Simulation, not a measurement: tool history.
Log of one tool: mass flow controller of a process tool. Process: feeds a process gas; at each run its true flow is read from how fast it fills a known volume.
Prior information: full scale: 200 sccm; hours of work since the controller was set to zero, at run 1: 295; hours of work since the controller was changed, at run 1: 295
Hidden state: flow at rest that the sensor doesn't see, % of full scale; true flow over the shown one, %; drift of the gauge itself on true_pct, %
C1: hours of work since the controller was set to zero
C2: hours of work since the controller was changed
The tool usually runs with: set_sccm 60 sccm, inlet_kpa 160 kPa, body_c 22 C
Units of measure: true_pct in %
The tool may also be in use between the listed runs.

Run 1, hour 0.0: usual settings; C1 295; C2 295. Result: true_pct 98.50 %.
Run 2, hour 61.5: usual settings; C1 322; C2 322. Result: true_pct 98.29 %.
Run 3, hour 137.9: usual settings; C1 356; C2 356. Result: true_pct 98.35 %.
Run 4, hour 191.3: usual settings; C1 380; C2 380. Result: true_pct 98.33 %.
Run 5, hour 238.6: usual settings but inlet_kpa 191 kPa; C1 401; C2 401. Result: true_pct 98.40 %.
Run 6, hour 323.4: usual settings but inlet_kpa 191 kPa; C1 438; C2 438. Result: true_pct 98.35 %.
Run 7, hour 387.0: usual settings but set_sccm 103 sccm; C1 466; C2 466. Result: true_pct 98.66 %.
Run 8, hour 427.2: usual settings; C1 484; C2 484. Result: true_pct 98.15 %.
Run 9, hour 473.7: usual settings; C1 505; C2 505. Result: true_pct 98.16 %.
Run 10, hour 563.2: usual settings; C1 544; C2 544. Result: true_pct 98.21 %.
Run 11, hour 662.1: usual settings; C1 588; C2 588. Result: true_pct 97.98 %.
Run 12, hour 748.2: usual settings; C1 626; C2 626. Result: true_pct 98.07 %.
Run 13, hour 818.8: usual settings but set_sccm 140 sccm; C1 657; C2 657. Result: true_pct 99.16 %.
Run 14, hour 887.5: usual settings but set_sccm 140 sccm; C1 688; C2 688. Result: true_pct 98.98 %.
Run 15, hour 945.7: usual settings but set_sccm 140 sccm; C1 714; C2 714. Result: true_pct 98.98 %.
Run 16, hour 991.0: usual settings but set_sccm 140 sccm; C1 734; C2 734. Result: true_pct 98.74 %.
Run 17, hour 1049.5: usual settings but set_sccm 140 sccm; C1 760; C2 760. Result: true_pct 98.92 %.
Run 18, hour 1127.2: usual settings but set_sccm 140 sccm; C1 794; C2 794. Result: true_pct 98.97 %.
Run 19, hour 1223.5: usual settings but set_sccm 140 sccm; C1 837; C2 837. Result: true_pct 98.88 %.
Run 20, hour 1286.9: usual settings; C1 865; C2 865. Result: true_pct 97.91 %.
Run 21, hour 1383.9: usual settings but inlet_kpa 210 kPa; C1 908; C2 908. Result: true_pct 97.97 %.
Run 22, hour 1482.2: usual settings but inlet_kpa 244 kPa; C1 951; C2 951. Result: true_pct 98.14 %.
Run 23, hour 1547.2: usual settings but inlet_kpa 244 kPa; C1 980; C2 980. Result: true_pct 98.13 %.
Run 24, hour 1608.0: usual settings but inlet_kpa 244 kPa; C1 1007; C2 1007. Result: true_pct 98.06 %.
Run 25, hour 1687.5: usual settings but set_sccm 24 sccm, inlet_kpa 158 kPa, body_c 23 C; C1 1042; C2 1042. Result: true_pct 97.23 %.
Run 26, hour 1746.7: usual settings but set_sccm 20 sccm, inlet_kpa 181 kPa, body_c 20 C; C1 1068; C2 1068. Result: true_pct 97.55 %.
Run 27, hour 1844.6: usual settings but body_c 21 C; C1 1111; C2 1111. Result: true_pct 97.73 %.
Run 28, hour 1944.2: usual settings but body_c 21 C; C1 1155; C2 1155. Result: true_pct 97.51 %.
Run 29, hour 1994.8: usual settings but body_c 21 C; C1 1178; C2 1178. Result: true_pct 97.50 %.
Run 30, hour 2049.5: usual settings but body_c 21 C; C1 1202; C2 1202. Result: true_pct 97.61 %.
Run 31, hour 2093.0: usual settings but inlet_kpa 266 kPa, body_c 27 C; C1 1221; C2 1221. Result: true_pct 97.58 %.
Run 32, hour 2192.5: usual settings but set_sccm 175 sccm, inlet_kpa 176 kPa, body_c 23 C; C1 1265; C2 1265. Result: true_pct 98.87 %.
Run 33, hour 2235.2: usual settings but set_sccm 175 sccm, inlet_kpa 231 kPa, body_c 34 C; C1 1284; C2 1284. Result: true_pct 98.02 %.
Run 34, hour 2323.8: usual settings but set_sccm 73 sccm; C1 1323; C2 1323. Result: true_pct 97.57 %.
Run 35, hour 2387.3: usual settings but set_sccm 73 sccm; C1 1352; C2 1352. Result: true_pct 97.57 %.
At hour 2432.6: gauge calibrated.
Run 36, hour 2484.3: usual settings but set_sccm 73 sccm, inlet_kpa 223 kPa, body_c 40 C; C1 1395; C2 1395. Result: true_pct 97.16 %.
Run 37, hour 2570.8: usual settings but set_sccm 21 sccm, inlet_kpa 146 kPa, body_c 24 C; C1 1433; C2 1433. Result: true_pct 97.54 %.
Run 38, hour 2668.6: usual settings but set_sccm 39 sccm, inlet_kpa 170 kPa, body_c 36 C; C1 1476; C2 1476. Result: true_pct 96.86 %.
Run 39, hour 2746.1: usual settings but set_sccm 34 sccm, inlet_kpa 152 kPa, body_c 21 C; C1 1510; C2 1510. Result: true_pct 98.01 %.
Run 40, hour 2805.3: usual settings but set_sccm 34 sccm, inlet_kpa 247 kPa, body_c 37 C; C1 1537; C2 1537. Result: true_pct 96.99 %.

Estimate the outcome of run 41 from the log above:
Run 41, hour 2862.5: usual settings but set_sccm 39 sccm, inlet_kpa 151 kPa, body_c 29 C; C1 1562; C2 1562. Result: true_pct ?.

Run 41 gave true_pct 97.28 %.
Minus the tool's unlogged condition, the same run would have read true_pct 97.46 %.
